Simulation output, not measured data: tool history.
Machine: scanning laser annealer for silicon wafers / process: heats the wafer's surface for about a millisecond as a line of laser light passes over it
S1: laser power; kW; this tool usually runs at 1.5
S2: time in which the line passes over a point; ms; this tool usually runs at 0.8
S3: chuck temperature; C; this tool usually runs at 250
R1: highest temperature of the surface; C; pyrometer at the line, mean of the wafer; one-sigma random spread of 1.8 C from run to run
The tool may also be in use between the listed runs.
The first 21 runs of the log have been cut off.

{"run": 22, "hour": 353.6, "S1": 1.5, "S2": 0.79, "S3": 250, "R1": 994}
{"run": 23, "hour": 374.5, "S1": 1.559, "S2": 0.8, "S3": 246, "R1": 1034}
{"run": 24, "hour": 389.7, "S1": 1.337, "S2": 0.626, "S3": 264, "R1": 827}
{"run": 25, "hour": 402.3, "S1": 1.337, "S2": 0.748, "S3": 254, "R1": 878}
{"run": 26, "hour": 415.2, "S1": 1.646, "S2": 0.748, "S3": 254, "R1": 1069}
{"run": 27, "hour": 432.4, "S1": 1.646, "S2": 0.934, "S3": 254, "R1": 1178}
{"run": 28, "hour": 455.6, "S1": 1.545, "S2": 0.8, "S3": 250, "R1": 1031}
{"run": 29, "hour": 470.2, "S1": 1.355, "S2": 0.8, "S3": 250, "R1": 907}
{"run": 30, "hour": 488.4, "S1": 1.584, "S2": 0.691, "S3": 280, "R1": 1023}
{"run": 31, "hour": 508.1, "S1": 1.36, "S2": 0.687, "S3": 250, "R1": 857}
{"run": 32, "hour": 530.7, "S1": 1.325, "S2": 0.577, "S3": 250, "R1": 784}
{"run": 33, "hour": 553.3, "S1": 1.5, "S2": 0.8, "S3": 257, "R1": 1007}
{"run": 34, "hour": 574.7, "S1": 1.5, "S2": 0.8, "S3": 257, "R1": 1009}
{"run": 35, "hour": 595.6, "S1": 1.429, "S2": 0.8, "S3": 236, "R1": 938}
{"run": 36, "hour": 611.9, "S1": 1.429, "S2": 0.643, "S3": 236, "R1": 859}
{"run": 37, "hour": 624.7, "S1": 1.452, "S2": 0.643, "S3": 254, "R1": 891}

Each row is a separate what-if for the run after 37, all from the same tool condition, not one after another. Results?
{"run": "A", "hour": 643.1, "S1": 1.51, "S2": 0.75, "S3": 226, "R1": "?"}
{"run": "B", "hour": 643.1, "S1": 1.385, "S2": 0.702, "S3": 250, "R1": "?"}
{"run": "C", "hour": 643.1, "S1": 1.452, "S2": 0.751, "S3": 254, "R1": "?"}
{"run": "D", "hour": 643.1, "S1": 1.355, "S2": 0.643, "S3": 288, "R1": "?"}

run=A R1=957
run=B R1=878
run=C R1=952
run=D R1=871
What these runs would have given with no unlogged condition in the tool:
run=A R1=958
run=B R1=879
run=C R1=953
run=D R1=872
